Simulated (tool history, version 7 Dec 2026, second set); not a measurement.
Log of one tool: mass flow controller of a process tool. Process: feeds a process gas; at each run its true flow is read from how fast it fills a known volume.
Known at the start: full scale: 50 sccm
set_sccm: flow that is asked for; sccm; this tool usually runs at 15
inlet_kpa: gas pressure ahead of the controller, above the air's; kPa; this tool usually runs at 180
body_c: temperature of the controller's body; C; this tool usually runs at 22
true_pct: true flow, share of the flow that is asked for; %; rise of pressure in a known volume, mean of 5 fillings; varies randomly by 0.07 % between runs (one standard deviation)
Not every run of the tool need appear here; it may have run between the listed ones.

| run | hour | set_sccm | inlet_kpa | body_c | true_pct |
|---|---|---|---|---|---|
| 1 | 0 | 15 | 180 | 22 | 98.54 |
| 2 | 267.7 | 15 | 180 | 22 | 98.38 |
| 3 | 464 | 15 | 180 | 22 | 98.54 |
| 4 | 598.1 | 15 | 180 | 22 | 98.43 |
| 5 | 870 | 15 | 180 | 22 | 98.44 |
| 6 | 1201.1 | 15 | 180 | 22 | 98.43 |
| 7 | 1496.7 | 15 | 180 | 22 | 98.37 |
| 8 | 1809.7 | 15 | 180 | 22 | 98.51 |
| 9 | 2067.5 | 15 | 180 | 22 | 98.34 |
| 10 | 2290.6 | 15 | 180 | 22 | 98.49 |
| 11 | 2486.4 | 15 | 180 | 22 | 98.46 |
| 12 | 2732.6 | 30 | 180 | 22 | 98.96 |
| 13 | 2969 | 30 | 180 | 24 | 99.26 |
| 14 | 3189.4 | 30 | 180 | 24 | 99.17 |
| 15 | 3377 | 30 | 180 | 24 | 99.3 |
| 16 | 3684.9 | 30 | 180 | 24 | 99.19 |
| 17 | 3944.2 | 30 | 180 | 24 | 99.26 |
| 18 | 4176.7 | 30 | 180 | 24 | 99.19 |
| 19 | 4493.5 | 30 | 180 | 24 | 99.26 |
| 20 | 4708.3 | 30 | 180 | 24 | 99.32 |
| 21 | 4961.7 | 30 | 180 | 24 | 99.24 |
| 22 | 5135.9 | 30 | 274 | 24 | 98.82 |

The next listed run, before its measurement:
| 23 | 5285.3 | 30 | 274 | 24 | ? |

{"run 23": {"true_pct": 98.68}}
If the tool had no hidden condition, the same run with the same run-to-run variation would have returned true_pct 98.66 %.
